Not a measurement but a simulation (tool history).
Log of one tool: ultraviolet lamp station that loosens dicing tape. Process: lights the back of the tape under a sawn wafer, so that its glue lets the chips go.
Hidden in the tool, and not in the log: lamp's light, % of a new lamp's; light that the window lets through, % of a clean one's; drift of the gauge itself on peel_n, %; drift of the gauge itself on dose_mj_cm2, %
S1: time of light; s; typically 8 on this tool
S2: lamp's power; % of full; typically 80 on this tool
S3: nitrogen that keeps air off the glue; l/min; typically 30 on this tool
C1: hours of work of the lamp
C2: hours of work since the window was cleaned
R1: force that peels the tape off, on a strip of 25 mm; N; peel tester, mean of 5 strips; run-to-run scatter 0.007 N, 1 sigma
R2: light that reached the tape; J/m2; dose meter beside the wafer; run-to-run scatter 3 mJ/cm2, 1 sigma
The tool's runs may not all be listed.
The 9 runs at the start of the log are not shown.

run   hour  S1  S2  S3   C1   C2     R1    R2
 10  211.5   8  80  30  403   14  0.245  4500
 11  226.6   8  80  30  410   20  0.246  4470
 12  252.2   8  80  30  420   31  0.239  4490
 13  288.4   8  86  30  435   45  0.207  4740
 14  305.2   8  80  30  442   52  0.243  4490
 15  325.5   8  99  30  450   60  0.186  5550
 16  349.6   8  99  30  460   70  0.182  5570
 17  371.6   8  80  56  469   79  0.201  4500
 18  395.2   8  80  33  478   89  0.227  4460
 19  426.7   8  68  30  491  102  0.329  3830
 20  441.9   8  80  30  497  108  0.247  4460
 21  468.9   4  69  27  508  119  1.367  1940
 22  499.0   8  78  30  521  131  0.266  4400
 23  523.6  10  73  30  531  141  0.189  5120

Run 24 comes next. What will it give?
 24  559.2   7  73  17  545  156   ?   ?

{"run 24": {"R1": 0.566, "R2": 3600}}
The same run, on a tool lacking any hidden state, would have yielded R1 0.564 N, R2 3610 J/m2.
